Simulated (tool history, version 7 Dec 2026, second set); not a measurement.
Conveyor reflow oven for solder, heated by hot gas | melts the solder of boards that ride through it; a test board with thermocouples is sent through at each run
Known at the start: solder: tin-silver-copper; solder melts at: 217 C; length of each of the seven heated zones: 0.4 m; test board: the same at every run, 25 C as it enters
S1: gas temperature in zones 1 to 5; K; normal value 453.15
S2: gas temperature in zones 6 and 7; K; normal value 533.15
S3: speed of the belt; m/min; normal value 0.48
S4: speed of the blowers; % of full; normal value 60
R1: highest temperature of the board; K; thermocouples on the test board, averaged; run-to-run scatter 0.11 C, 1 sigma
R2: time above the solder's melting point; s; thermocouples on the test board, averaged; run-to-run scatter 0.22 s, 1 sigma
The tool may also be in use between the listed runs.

run,day,S1,S2,S3,S4,R1,R2
1,0,453.15,533.15,0.48,60,515.75,65.9
# day 2.758: flux residue cleaned out of gas plates and filters
2,2.758,453.15,533.15,0.469,60,516.35,68.4
3,4.083,453.15,533.15,0.48,60,515.75,66.1
4,6.342,453.15,533.15,0.48,60,515.75,65.7
5,7.625,453.15,533.15,0.48,90,521.95,76
6,8.846,453.15,533.15,0.48,82,520.35,73.2
7,10.796,453.15,533.15,0.48,82,520.65,73.4
8,13.167,453.15,533.15,0.48,82,520.65,73.6
9,15.379,453.15,541.15,0.48,82,527.35,80.3
10,17.662,443.15,533.15,0.434,60,516.85,70.7
# day 18.712: flux residue cleaned out of gas plates and filters
11,20.067,439.15,524.15,0.413,81,513.95,72
12,21.346,439.15,524.15,0.413,81,514.05,72
13,23.462,439.15,524.15,0.468,74,509.45,53.8
14,24.675,457.15,542.15,0.468,74,528.05,84.9
15,26.133,457.15,542.15,0.468,74,528.05,84.8

3 options for the next run, each taken on its own from the tool as it stands now. Forecast them:
A,27.896,441.15,548.15,0.468,74,?,?
B,27.896,457.15,523.15,0.468,57,?,?
C,27.896,453.15,525.15,0.48,68,?,?

run,R1,R2
A,530.55,78.6
B,508.35,59.4
C,511.05,60.6
Without the tool's unlogged condition, the same runs would have read:
run,R1,R2
A,530.55,78.4
B,508.25,59.2
C,511.05,60.4
